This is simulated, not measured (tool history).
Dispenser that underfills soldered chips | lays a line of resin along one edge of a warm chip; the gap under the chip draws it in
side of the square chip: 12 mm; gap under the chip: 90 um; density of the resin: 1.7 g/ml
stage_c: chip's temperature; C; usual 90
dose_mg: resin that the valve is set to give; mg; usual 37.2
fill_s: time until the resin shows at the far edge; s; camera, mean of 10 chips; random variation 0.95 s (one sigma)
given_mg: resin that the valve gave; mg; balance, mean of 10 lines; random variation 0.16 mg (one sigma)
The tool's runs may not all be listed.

Run 1, hour 0: usual settings. Result: fill_s 136.3 s, given_mg 34.2 mg.
At hour 1: new syringe of resin.
Run 2, hour 5.4: usual settings. Result: fill_s 117.2 s, given_mg 34.58 mg.
At hour 9.5: new syringe of resin.
At hour 11: dispensing valve cleaned and set on the balance.
Run 3, hour 12: usual settings but dose_mg 31.8 mg. Result: fill_s 100.2 s, given_mg 31.83 mg.
Run 4, hour 15.7: usual settings but dose_mg 31.8 mg. Result: fill_s 125.8 s, given_mg 31.78 mg.
At hour 19: new syringe of resin.
Run 5, hour 22.6: usual settings but dose_mg 31.8 mg. Result: fill_s 112.4 s, given_mg 31.57 mg.
At hour 27.5: new syringe of resin.
Run 6, hour 30.5: usual settings. Result: fill_s 109.7 s, given_mg 36.64 mg.
At hour 35.7: new syringe of resin.
Run 7, hour 37.7: usual settings. Result: fill_s 98 s, given_mg 36.56 mg.
Run 8, hour 41.4: usual settings. Result: fill_s 123.2 s, given_mg 36.42 mg.
At hour 44.3: new syringe of resin.
Run 9, hour 49.3: usual settings. Result: fill_s 122.7 s, given_mg 36.31 mg.
At hour 52.9: new syringe of resin.
Run 10, hour 55.4: usual settings. Result: fill_s 104.2 s, given_mg 36.21 mg.
At hour 61.5: new syringe of resin.
Run 11, hour 61.7: usual settings but stage_c 102 C, dose_mg 43.7 mg. Result: fill_s 52.9 s, given_mg 42.51 mg.
Run 12, hour 67.6: usual settings but stage_c 94 C, dose_mg 34.5 mg. Result: fill_s 109 s, given_mg 33.14 mg.
At hour 69.7: new syringe of resin.
Run 13, hour 74: usual settings but stage_c 80 C, dose_mg 37.9 mg. Result: fill_s 179.9 s, given_mg 36.71 mg.
At hour 78.3: new syringe of resin.
Run 14, hour 80.4: usual settings but stage_c 102 C. Result: fill_s 61.1 s, given_mg 35.56 mg.
Run 15, hour 84.4: usual settings but stage_c 75 C, dose_mg 37.5 mg. Result: fill_s 252.1 s, given_mg 36 mg.
At hour 86.7: new syringe of resin.
Run 16, hour 88.4: usual settings but stage_c 75 C, dose_mg 34.7 mg. Result: fill_s 200.2 s, given_mg 33.32 mg.
Run 17, hour 91.6: usual settings but stage_c 94 C, dose_mg 42.7 mg. Result: fill_s 100.2 s, given_mg 41 mg.
At hour 94.8: new syringe of resin.
Run 18, hour 99.7: usual settings but stage_c 94 C, dose_mg 42.7 mg. Result: fill_s 101.9 s, given_mg 40.44 mg.
At hour 102.9: new syringe of resin.
Run 19, hour 106.7: usual settings but stage_c 82 C, dose_mg 45.6 mg. Result: fill_s 164.9 s, given_mg 43.07 mg.

Some steps in fill_s between neighbouring runs. How much of each would the tool show without its hidden state too (settings, what came in, random variation), and how much is left for the hidden state, with any gauge scatter that isn't in both results?
The hidden state here: resin's viscosity, % of fresh resin's; dose that the valve gives, % of what is set; true chip temperature over the reading, C; drift of the gauge itself on fill_s, %; drift of the gauge itself on given_mg, %.
Run 14 -> 15: stage_c 102 -> 75, dose_mg 37.2 -> 37.5. fill_s +191 s: hidden state +68.5, all else +122.5.
